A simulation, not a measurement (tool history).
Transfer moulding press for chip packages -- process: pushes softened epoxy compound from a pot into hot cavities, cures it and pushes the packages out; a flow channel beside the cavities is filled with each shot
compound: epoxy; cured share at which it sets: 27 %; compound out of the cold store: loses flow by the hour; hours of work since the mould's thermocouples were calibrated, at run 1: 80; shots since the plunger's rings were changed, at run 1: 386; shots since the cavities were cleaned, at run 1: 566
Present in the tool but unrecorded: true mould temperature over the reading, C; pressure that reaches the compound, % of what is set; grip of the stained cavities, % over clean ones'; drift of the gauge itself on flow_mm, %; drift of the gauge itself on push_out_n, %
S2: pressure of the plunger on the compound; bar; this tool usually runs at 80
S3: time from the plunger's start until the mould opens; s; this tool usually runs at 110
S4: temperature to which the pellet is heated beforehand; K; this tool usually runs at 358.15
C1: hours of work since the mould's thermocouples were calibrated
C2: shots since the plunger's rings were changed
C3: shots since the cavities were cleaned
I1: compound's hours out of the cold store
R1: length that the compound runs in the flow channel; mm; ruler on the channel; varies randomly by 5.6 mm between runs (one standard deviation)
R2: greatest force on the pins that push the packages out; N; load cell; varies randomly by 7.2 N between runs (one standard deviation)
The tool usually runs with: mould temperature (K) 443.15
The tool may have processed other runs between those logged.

{"run": 1, "hour": 0.0, "mould temperature (K)": 443.15, "S2": 80, "S3": 110, "S4": 358.15, "C1": 80, "C2": 386, "C3": 566, "I1": 18.6, "R1": 583, "R2": 407}
{"run": 2, "hour": 6.8, "mould temperature (K)": 443.15, "S2": 80, "S3": 110, "S4": 358.15, "C1": 85, "C2": 457, "C3": 637, "I1": 46.9, "R1": 540, "R2": 406}
{"run": 3, "hour": 15.1, "mould temperature (K)": 443.15, "S2": 80, "S3": 113, "S4": 358.15, "C1": 90, "C2": 544, "C3": 724, "I1": 29.4, "R1": 564, "R2": 418}
{"run": 4, "hour": 22.6, "mould temperature (K)": 443.15, "S2": 80, "S3": 113, "S4": 358.15, "C1": 95, "C2": 622, "C3": 802, "I1": 40.7, "R1": 539, "R2": 401}
{"run": 5, "hour": 28.4, "mould temperature (K)": 443.15, "S2": 80, "S3": 101, "S4": 358.15, "C1": 99, "C2": 684, "C3": 864, "I1": 30.3, "R1": 556, "R2": 492}
{"run": 6, "hour": 33.9, "mould temperature (K)": 443.15, "S2": 80, "S3": 101, "S4": 358.15, "C1": 102, "C2": 741, "C3": 921, "I1": 31.9, "R1": 559, "R2": 512}
{"run": 7, "hour": 38.6, "mould temperature (K)": 443.15, "S2": 80, "S3": 101, "S4": 358.15, "C1": 105, "C2": 790, "C3": 970, "I1": 33.4, "R1": 553, "R2": 523}
{"hour": 43.0, "done": "cavities cleaned with cleaning compound and waxed"}
{"run": 8, "hour": 45.6, "mould temperature (K)": 443.15, "S2": 80, "S3": 101, "S4": 358.15, "C1": 109, "C2": 848, "C3": 27, "I1": 38.2, "R1": 548, "R2": 605}
{"run": 9, "hour": 50.8, "mould temperature (K)": 443.15, "S2": 80, "S3": 101, "S4": 358.15, "C1": 112, "C2": 902, "C3": 81, "I1": 35.1, "R1": 561, "R2": 600}
{"run": 10, "hour": 55.2, "mould temperature (K)": 443.15, "S2": 80, "S3": 101, "S4": 358.15, "C1": 115, "C2": 948, "C3": 127, "I1": 35.7, "R1": 556, "R2": 589}
{"run": 11, "hour": 60.2, "mould temperature (K)": 443.15, "S2": 80, "S3": 101, "S4": 358.15, "C1": 118, "C2": 1000, "C3": 179, "I1": 47.1, "R1": 521, "R2": 603}
{"hour": 66.8, "done": "cavities cleaned with cleaning compound and waxed, once more"}
{"run": 12, "hour": 71.7, "mould temperature (K)": 443.15, "S2": 80, "S3": 101, "S4": 358.15, "C1": 125, "C2": 1106, "C3": 52, "I1": 20.9, "R1": 577, "R2": 358}
{"run": 13, "hour": 80.3, "mould temperature (K)": 443.15, "S2": 80, "S3": 110, "S4": 355.15, "C1": 130, "C2": 1196, "C3": 142, "I1": 30.4, "R1": 562, "R2": 342}
{"run": 14, "hour": 87.3, "mould temperature (K)": 443.15, "S2": 80, "S3": 110, "S4": 355.15, "C1": 135, "C2": 1269, "C3": 215, "I1": 34.8, "R1": 550, "R2": 340}
{"run": 15, "hour": 97.1, "mould temperature (K)": 443.15, "S2": 80, "S3": 110, "S4": 355.15, "C1": 141, "C2": 1372, "C3": 318, "I1": 11.1, "R1": 587, "R2": 377}
{"run": 16, "hour": 105.1, "mould temperature (K)": 445.15, "S2": 84.3, "S3": 110, "S4": 358.15, "C1": 146, "C2": 1456, "C3": 402, "I1": 15.4, "R1": 575, "R2": 368}
{"run": 17, "hour": 115.4, "mould temperature (K)": 443.15, "S2": 80, "S3": 134, "S4": 353.15, "C1": 153, "C2": 1563, "C3": 509, "I1": 34.8, "R1": 543, "R2": 325}
{"run": 18, "hour": 125.6, "mould temperature (K)": 447.15, "S2": 62.9, "S3": 110, "S4": 358.15, "C1": 160, "C2": 1670, "C3": 616, "I1": 28.9, "R1": 481, "R2": 356}
{"run": 19, "hour": 133.6, "mould temperature (K)": 447.15, "S2": 81.9, "S3": 110, "S4": 353.15, "C1": 165, "C2": 1754, "C3": 700, "I1": 9.6, "R1": 587, "R2": 386}
{"run": 20, "hour": 141.9, "mould temperature (K)": 439.15, "S2": 96.7, "S3": 116, "S4": 360.15, "C1": 170, "C2": 1841, "C3": 787, "I1": 33.8, "R1": 619, "R2": 529}
{"run": 21, "hour": 150.6, "mould temperature (K)": 438.15, "S2": 80, "S3": 110, "S4": 358.15, "C1": 176, "C2": 1932, "C3": 878, "I1": 38.5, "R1": 558, "R2": 624}
{"run": 22, "hour": 158.7, "mould temperature (K)": 436.15, "S2": 67.8, "S3": 93, "S4": 367.15, "C1": 181, "C2": 2017, "C3": 963, "I1": 31.9, "R1": 527, "R2": 1086}
{"hour": 164.3, "done": "cavities cleaned with cleaning compound and waxed"}
{"run": 23, "hour": 169.0, "mould temperature (K)": 443.15, "S2": 80.5, "S3": 119, "S4": 353.15, "C1": 187, "C2": 2109, "C3": 49, "I1": 37.5, "R1": 535, "R2": 287}
{"run": 24, "hour": 175.8, "mould temperature (K)": 443.15, "S2": 80, "S3": 143, "S4": 358.15, "C1": 191, "C2": 2180, "C3": 120, "I1": 21.6, "R1": 564, "R2": 279}
{"run": 25, "hour": 184.2, "mould temperature (K)": 443.15, "S2": 65.2, "S3": 110, "S4": 358.15, "C1": 196, "C2": 2268, "C3": 208, "I1": 11.6, "R1": 523, "R2": 372}
{"run": 26, "hour": 193.2, "mould temperature (K)": 439.15, "S2": 65.2, "S3": 134, "S4": 358.15, "C1": 202, "C2": 2363, "C3": 303, "I1": 38.5, "R1": 485, "R2": 355}
{"run": 27, "hour": 199.0, "mould temperature (K)": 439.15, "S2": 65.2, "S3": 134, "S4": 358.15, "C1": 206, "C2": 2423, "C3": 363, "I1": 46.2, "R1": 471, "R2": 350}
{"run": 28, "hour": 206.1, "mould temperature (K)": 449.15, "S2": 63.7, "S3": 138, "S4": 358.15, "C1": 211, "C2": 2498, "C3": 438, "I1": 20.3, "R1": 481, "R2": 318}

A few steps of R1 between consecutive runs. Split each: what settings, incoming material and random variation would produce without the hidden state, and what is left over for the hidden state, along with gauge scatter present in only one of the two compared results (measured, and without hidden state):
Run 11 -> 12: cavities cleaned with cleaning compound and waxed, once more. R1 +56 mm: hidden state -3, all else +59.
Run 17 -> 18: mould temperature (K) 443.15 -> 447.15, S2 80 -> 62.9, S3 134 -> 110, S4 353.15 -> 358.15. R1 -62 mm: hidden state +2, all else -64.
Run 18 -> 19: S2 62.9 -> 81.9, S4 358.15 -> 353.15. R1 +106 mm: hidden state -5, all else +111.
